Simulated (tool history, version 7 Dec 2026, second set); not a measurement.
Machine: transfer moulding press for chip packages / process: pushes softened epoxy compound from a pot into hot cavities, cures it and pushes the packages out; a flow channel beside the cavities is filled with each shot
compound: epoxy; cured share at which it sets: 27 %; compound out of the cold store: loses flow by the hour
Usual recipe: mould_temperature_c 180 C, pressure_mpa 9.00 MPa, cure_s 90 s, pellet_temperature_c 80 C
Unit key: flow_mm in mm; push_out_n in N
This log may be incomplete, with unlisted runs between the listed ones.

run   hour  mould_temperature_c  pressure_mpa  cure_s  pellet_temperature_c  incoming compound's hours out of the cold store  flow_mm  push_out_n
  1    0.0                  180          9.00      90                    80                                             29.7      967         421
  2    9.9                  180          9.00      90                    80                                             43.4      916         413
  3   15.5                  180          9.00      90                    80                                             38.0      938         442
  4   23.7                  180          9.00      90                    80                                             36.9      940         429
  5   34.7                  180          9.00      90                    80                                              8.6     1070         447
      45.4  -- cavities cleaned with cleaning compound and waxed
  6   45.4                  180          6.94      90                    80                                             32.7      850         418
  7   57.2                  180          9.00      90                    80                                             22.2     1013         419
  8   63.0                  180          9.00      90                    80                                             12.2     1042         433
  9   75.3                  180          9.00      90                    80                                             37.9      932         406
      83.7  -- plunger's sealing rings changed
 10   90.2                  180          9.00      93                    80                                             29.1      981         397
 11   98.2                  180          9.00      90                    80                                             47.2      890         433
 12  103.7                  180          9.00      90                    80                                             45.1      915         430
     111.2  -- cavities cleaned with cleaning compound and waxed
 13  115.6                  173          9.00      90                    79                                             14.9     1081         626
 14  123.3                  180          9.00      86                    77                                             19.9     1005         442
 15  131.2                  180          8.69      90                    80                                             22.2      981         406
 16  137.0                  180          9.75      90                    77                                             40.8      962         406
 17  147.0                  181          6.84     101                    81                                             29.6      841         390
 18  153.6                  181          9.88      73                    81                                             25.0     1036         534
 19  159.2                  184          7.89     104                    88                                             10.1      986         381
 20  167.5                  179          8.09      75                    72                                             17.4      980         638
     174.9  -- cavities cleaned with cleaning compound and waxed
 21  181.0                  179          8.09      75                    72                                             11.1     1015         628
 22  189.7                  174          9.00      90                    80                                             11.9     1080         588

Here are 4 independent what-if runs from the current tool condition. What would each one return?
  A  197.1                  178          9.00      90                    76                                              9.3        ?           ?
  B  197.1                  176          9.00      90                    89                                             45.6        ?           ?
  C  197.1                  177          9.00     129                    71                                             35.2        ?           ?
  D  197.1                  180          9.00      97                    72                                             20.6        ?           ?

run  flow_mm  push_out_n
  A     1056         465
  B      909         478
  C      958         386
  D     1011         406
Without the tool's hidden state the same runs would have given:
run  flow_mm  push_out_n
  A     1056         462
  B      910         475
  C      958         383
  D     1011         403

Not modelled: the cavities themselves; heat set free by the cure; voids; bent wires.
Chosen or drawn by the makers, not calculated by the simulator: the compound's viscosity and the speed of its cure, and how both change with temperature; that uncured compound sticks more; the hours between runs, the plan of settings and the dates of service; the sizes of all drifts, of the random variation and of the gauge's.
